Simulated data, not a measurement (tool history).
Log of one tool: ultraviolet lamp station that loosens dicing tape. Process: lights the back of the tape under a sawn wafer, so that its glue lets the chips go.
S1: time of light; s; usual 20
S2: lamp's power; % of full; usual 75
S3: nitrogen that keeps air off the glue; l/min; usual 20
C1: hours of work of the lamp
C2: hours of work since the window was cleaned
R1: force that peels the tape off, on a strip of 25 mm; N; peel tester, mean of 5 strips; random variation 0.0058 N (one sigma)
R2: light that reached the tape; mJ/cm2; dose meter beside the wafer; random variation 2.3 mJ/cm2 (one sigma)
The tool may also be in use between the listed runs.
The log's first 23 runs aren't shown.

{"run": 24, "day": 25.029, "S1": 19, "S2": 84, "S3": 16, "C1": 874, "C2": 317, "R1": 0.152, "R2": 220}
{"run": 25, "day": 26.158, "S1": 31, "S2": 89, "S3": 15, "C1": 889, "C2": 332, "R1": 0.062, "R2": 379}
{"run": 26, "day": 26.983, "S1": 13, "S2": 83, "S3": 20, "C1": 901, "C2": 344, "R1": 0.308, "R2": 149}
{"run": 27, "day": 28.488, "S1": 13, "S2": 83, "S3": 20, "C1": 921, "C2": 364, "R1": 0.299, "R2": 149}
{"run": 28, "day": 29.8, "S1": 13, "S2": 83, "S3": 20, "C1": 939, "C2": 382, "R1": 0.298, "R2": 148}
{"run": 29, "day": 31.404, "S1": 20, "S2": 64, "S3": 7, "C1": 961, "C2": 404, "R1": 0.468, "R2": 174}
{"run": 30, "day": 33.004, "S1": 18, "S2": 80, "S3": 11, "C1": 983, "C2": 426, "R1": 0.266, "R2": 199}
{"run": 31, "day": 33.842, "S1": 36, "S2": 80, "S3": 13, "C1": 995, "C2": 438, "R1": 0.055, "R2": 400}
{"day": 34.3, "done": "window cleaned of glue's vapour"}
{"run": 32, "day": 35.046, "S1": 36, "S2": 80, "S3": 13, "C1": 1011, "C2": 10, "R1": 0.058, "R2": 399}
{"run": 33, "day": 36.396, "S1": 34, "S2": 92, "S3": 22, "C1": 1030, "C2": 29, "R1": 0.058, "R2": 425}
{"run": 34, "day": 37.204, "S1": 34, "S2": 92, "S3": 22, "C1": 1041, "C2": 40, "R1": 0.052, "R2": 432}
{"run": 35, "day": 38.262, "S1": 10, "S2": 66, "S3": 19, "C1": 1055, "C2": 54, "R1": 0.779, "R2": 95}
{"run": 36, "day": 39.175, "S1": 33, "S2": 66, "S3": 38, "C1": 1068, "C2": 67, "R1": 0.045, "R2": 300}
{"run": 37, "day": 40.521, "S1": 33, "S2": 66, "S3": 38, "C1": 1086, "C2": 85, "R1": 0.06, "R2": 301}
{"run": 38, "day": 41.275, "S1": 34, "S2": 66, "S3": 38, "C1": 1097, "C2": 96, "R1": 0.053, "R2": 305}
{"run": 39, "day": 42.371, "S1": 22, "S2": 75, "S3": 20, "C1": 1112, "C2": 111, "R1": 0.116, "R2": 224}
{"run": 40, "day": 44.017, "S1": 22, "S2": 75, "S3": 20, "C1": 1134, "C2": 133, "R1": 0.125, "R2": 228}
{"run": 41, "day": 45.383, "S1": 21, "S2": 70, "S3": 17, "C1": 1153, "C2": 152, "R1": 0.174, "R2": 204}
{"run": 42, "day": 46.512, "S1": 37, "S2": 79, "S3": 27, "C1": 1169, "C2": 168, "R1": 0.044, "R2": 403}
{"run": 43, "day": 47.517, "S1": 36, "S2": 71, "S3": 8, "C1": 1182, "C2": 182, "R1": 0.086, "R2": 351}

4 ways to go on from here, each from the tool as it stands after run 43. What would each give?
{"run": "A", "day": 48.875, "S1": 20, "S2": 75, "S3": 6, "C1": 1201, "C2": 200, "R1": "?", "R2": "?"}
{"run": "B", "day": 48.875, "S1": 36, "S2": 75, "S3": 8, "C1": 1201, "C2": 200, "R1": "?", "R2": "?"}
{"run": "C", "day": 48.875, "S1": 20, "S2": 76, "S3": 20, "C1": 1201, "C2": 200, "R1": "?", "R2": "?"}
{"run": "D", "day": 48.875, "S1": 26, "S2": 80, "S3": 26, "C1": 1201, "C2": 200, "R1": "?", "R2": "?"}

run=A R1=0.374 R2=207
run=B R1=0.085 R2=368
run=C R1=0.13 R2=214
run=D R1=0.07 R2=288
Without the tool's hidden state the same runs would have given:
run=A R1=0.372 R2=208
run=B R1=0.085 R2=369
run=C R1=0.129 R2=215
run=D R1=0.07 R2=289
